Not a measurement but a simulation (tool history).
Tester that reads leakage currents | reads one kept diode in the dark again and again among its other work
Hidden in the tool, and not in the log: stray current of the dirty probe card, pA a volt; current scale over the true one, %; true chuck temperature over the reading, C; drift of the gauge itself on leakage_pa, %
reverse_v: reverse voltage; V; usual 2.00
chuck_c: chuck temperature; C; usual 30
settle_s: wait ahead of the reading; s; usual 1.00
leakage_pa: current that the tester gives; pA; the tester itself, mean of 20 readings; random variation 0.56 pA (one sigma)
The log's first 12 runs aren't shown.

run	day	reverse_v	chuck_c	settle_s	hours of work since the probe card was cleaned	hours of work since the tester was calibrated	hours of work since the chuck was calibrated	leakage_pa
13	32.779	2.00	30	1.00	1627	724	600	178.10
14	35.946	2.00	30	1.00	1685	782	657	175.76
15	38.358	2.00	30	1.00	1729	826	701	176.26
16	41.012	2.00	30	1.00	1777	874	750	175.20
17	43.700	2.00	30	1.00	1826	923	799	173.76
# day 45.004: probe card cleaned and baked
18	46.588	1.51	30	1.00	29	974	849	157.24
# day 46.838: tester calibrated
19	50.000	1.51	34	1.00	90	58	910	221.06
20	52.792	2.00	37	1.00	141	109	961	307.92
21	55.879	2.00	37	1.00	197	165	1018	306.43
22	58.367	2.98	28	1.00	242	211	1063	159.61
23	60.125	2.98	28	1.00	275	243	1095	160.42
24	62.279	1.67	30	9.09	314	282	1135	157.09
# day 64.238: chuck's temperature calibrated
25	65.683	4.05	25	5.39	375	343	26	150.63
# day 68.300: tester calibrated, once more
26	69.271	16.45	25	0.81	439	18	90	242.30
27	72.688	16.45	25	0.81	501	80	153	240.07
28	75.529	16.45	25	0.81	553	132	205	239.47
29	78.079	16.73	45	2.67	599	179	251	1247.11

Forecast run 30:
30	80.025	2.00	30	1.67	635	214	287	?

{"run 30": {"leakage_pa": 184.09}}
Without the tool's hidden state the same run would have given leakage_pa 187.31 pA.

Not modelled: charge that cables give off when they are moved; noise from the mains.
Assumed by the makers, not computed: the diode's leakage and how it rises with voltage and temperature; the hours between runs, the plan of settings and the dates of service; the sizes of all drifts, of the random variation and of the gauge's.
